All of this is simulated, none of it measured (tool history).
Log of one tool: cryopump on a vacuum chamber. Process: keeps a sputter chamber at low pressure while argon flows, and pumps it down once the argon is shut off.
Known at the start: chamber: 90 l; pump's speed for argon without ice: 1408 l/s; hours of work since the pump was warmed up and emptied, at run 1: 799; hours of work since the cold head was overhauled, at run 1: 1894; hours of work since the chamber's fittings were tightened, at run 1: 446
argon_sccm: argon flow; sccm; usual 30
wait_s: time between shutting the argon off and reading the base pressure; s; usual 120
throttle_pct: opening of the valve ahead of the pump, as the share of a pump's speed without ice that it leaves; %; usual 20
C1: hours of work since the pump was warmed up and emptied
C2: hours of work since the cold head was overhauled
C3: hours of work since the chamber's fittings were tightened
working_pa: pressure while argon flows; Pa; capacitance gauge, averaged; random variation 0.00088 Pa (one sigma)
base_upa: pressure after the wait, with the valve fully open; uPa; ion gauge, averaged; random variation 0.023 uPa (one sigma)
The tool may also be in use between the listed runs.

run 1 day=0 | argon_sccm=30 wait_s=120 throttle_pct=20 | C1=799 C2=1894 C3=446 | working_pa=0.1922 base_upa=1.76
run 2 day=1.971 | argon_sccm=30 wait_s=120 throttle_pct=20 | C1=833 C2=1928 C3=480 | working_pa=0.1924 base_upa=1.84
run 3 day=5.242 | argon_sccm=40 wait_s=120 throttle_pct=20 | C1=889 C2=1984 C3=537 | working_pa=0.2575 base_upa=2
run 4 day=8.108 | argon_sccm=40 wait_s=120 throttle_pct=20 | C1=939 C2=2033 C3=586 | working_pa=0.258 base_upa=2.08
run 5 day=11.379 | argon_sccm=17 wait_s=120 throttle_pct=20 | C1=995 C2=2090 C3=642 | working_pa=0.1107 base_upa=2.23
-- day=13.429 pump warmed up, emptied and cooled again
run 6 day=14.008 | argon_sccm=17 wait_s=120 throttle_pct=44 | C1=10 C2=2131 C3=684 | working_pa=0.0468 base_upa=1.83
run 7 day=17.321 | argon_sccm=17 wait_s=120 throttle_pct=44 | C1=67 C2=2188 C3=741 | working_pa=0.0471 base_upa=2.02
run 8 day=21.121 | argon_sccm=17 wait_s=120 throttle_pct=44 | C1=132 C2=2254 C3=806 | working_pa=0.0478 base_upa=2.1
run 9 day=24.371 | argon_sccm=17 wait_s=120 throttle_pct=44 | C1=188 C2=2310 C3=862 | working_pa=0.0483 base_upa=2.22
run 10 day=26.825 | argon_sccm=30 wait_s=28 throttle_pct=20 | C1=231 C2=2352 C3=904 | working_pa=0.1845 base_upa=4.23
run 11 day=30.488 | argon_sccm=30 wait_s=75 throttle_pct=20 | C1=294 C2=2415 C3=967 | working_pa=0.1847 base_upa=2.82
run 12 day=34.921 | argon_sccm=30 wait_s=75 throttle_pct=20 | C1=370 C2=2491 C3=1044 | working_pa=0.1852 base_upa=3.01
run 13 day=37.592 | argon_sccm=44 wait_s=75 throttle_pct=46 | C1=416 C2=2537 C3=1090 | working_pa=0.1241 base_upa=3.17
run 14 day=39.754 | argon_sccm=36 wait_s=75 throttle_pct=46 | C1=453 C2=2574 C3=1127 | working_pa=0.1003 base_upa=3.15
run 15 day=42.892 | argon_sccm=12 wait_s=66 throttle_pct=59 | C1=507 C2=2628 C3=1181 | working_pa=0.0266 base_upa=3.41
run 16 day=45.083 | argon_sccm=52 wait_s=66 throttle_pct=59 | C1=545 C2=2666 C3=1219 | working_pa=0.1191 base_upa=3.45
run 17 day=49.379 | argon_sccm=32 wait_s=50 throttle_pct=41 | C1=619 C2=2740 C3=1293 | working_pa=0.1035 base_upa=4.07
run 18 day=53.758 | argon_sccm=17 wait_s=224 throttle_pct=20 | C1=694 C2=2815 C3=1368 | working_pa=0.1084 base_upa=3.17
run 19 day=57.158 | argon_sccm=17 wait_s=224 throttle_pct=20 | C1=753 C2=2874 C3=1427 | working_pa=0.1079 base_upa=3.37
run 20 day=61.654 | argon_sccm=17 wait_s=224 throttle_pct=20 | C1=830 C2=2951 C3=1504 | working_pa=0.1079 base_upa=3.49
run 21 day=64.275 | argon_sccm=30 wait_s=108 throttle_pct=27 | C1=875 C2=2996 C3=1549 | working_pa=0.146 base_upa=4.14
run 22 day=66.858 | argon_sccm=30 wait_s=108 throttle_pct=27 | C1=920 C2=3041 C3=1594 | working_pa=0.1476 base_upa=4.24
run 23 day=70.496 | argon_sccm=16 wait_s=71 throttle_pct=55 | C1=982 C2=3103 C3=1656 | working_pa=0.0437 base_upa=4.76
-- day=71.667 leaking fittings of the chamber tightened, without venting
-- day=73.554 pump warmed up, emptied and cooled again
run 24 day=74.075 | argon_sccm=16 wait_s=71 throttle_pct=55 | C1=9 C2=3160 C3=38 | working_pa=0.0354 base_upa=1.31

4 ways to go on from here, each from the tool as it stands after run 24. What would each give?
run A day=77.65 | argon_sccm=29 wait_s=73 throttle_pct=20 | C1=71 C2=3222 C3=99 | working_pa=? base_upa=?
run B day=77.65 | argon_sccm=48 wait_s=31 throttle_pct=16 | C1=71 C2=3222 C3=99 | working_pa=? base_upa=?
run C day=77.65 | argon_sccm=23 wait_s=26 throttle_pct=16 | C1=71 C2=3222 C3=99 | working_pa=? base_upa=?
run D day=77.65 | argon_sccm=30 wait_s=104 throttle_pct=17 | C1=71 C2=3222 C3=99 | working_pa=? base_upa=?

run=A working_pa=0.177 base_upa=1.37
run=B working_pa=0.3619 base_upa=2.75
run=C working_pa=0.1742 base_upa=3.08
run=D working_pa=0.2158 base_upa=1.11
Without the tool's hidden state the same runs would have given:
run=A working_pa=0.1747 base_upa=1.19
run=B working_pa=0.3583 base_upa=2.57
run=C working_pa=0.1724 base_upa=2.91
run=D working_pa=0.2135 base_upa=0.93
